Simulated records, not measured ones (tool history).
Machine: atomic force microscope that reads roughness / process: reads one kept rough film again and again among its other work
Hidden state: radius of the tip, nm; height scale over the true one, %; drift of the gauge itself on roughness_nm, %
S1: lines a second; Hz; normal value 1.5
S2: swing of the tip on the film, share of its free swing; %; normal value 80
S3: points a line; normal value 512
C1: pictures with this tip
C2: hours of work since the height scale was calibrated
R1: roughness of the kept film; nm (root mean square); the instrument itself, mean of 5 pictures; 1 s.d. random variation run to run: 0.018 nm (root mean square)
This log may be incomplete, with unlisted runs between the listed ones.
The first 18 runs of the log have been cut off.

run,day,S1,S2,S3,C1,C2,R1
19,4.983,1.5,80,512,273,71,4.082
20,5.171,1.87,84,675,279,73,3.942
21,5.458,3.38,66,512,289,76,4.085
22,5.667,1.85,80,373,296,78,4.008
23,5.962,1.24,80,953,307,82,4.143
24,6.183,1.24,80,953,315,84,4.148
25,6.471,1.22,70,953,325,87,4.251
26,6.654,1.5,89,888,331,89,3.889
27,7.062,1.5,89,888,345,94,3.885
28,7.338,1.82,76,816,355,97,4.076
29,7.512,1.5,80,324,361,99,4.044
# day 7.821: new tip fitted
30,7.912,1.5,73,512,3,103,4.39
31,8.092,1.5,73,512,10,105,4.413
32,8.483,3.51,84,326,23,110,3.746
33,8.825,2.26,66,326,35,113,4.389
34,9.142,0.72,81,644,46,117,4.438
35,9.354,0.72,81,644,54,119,4.462
36,9.683,0.72,81,644,65,123,4.399
37,9.938,0.63,57,542,74,126,4.583

3 ways to go on from here, each from the tool as it stands after run 37. What would each give?
A,10.271,1.5,71,620,86,130,?
B,10.271,2.2,72,598,86,130,?
C,10.271,1.5,59,313,86,130,?

run,R1
A,4.393
B,4.281
C,4.49
Stripped of hidden state, with their random variation kept, the same runs would have yielded:
run,R1
A,4.458
B,4.344
C,4.555

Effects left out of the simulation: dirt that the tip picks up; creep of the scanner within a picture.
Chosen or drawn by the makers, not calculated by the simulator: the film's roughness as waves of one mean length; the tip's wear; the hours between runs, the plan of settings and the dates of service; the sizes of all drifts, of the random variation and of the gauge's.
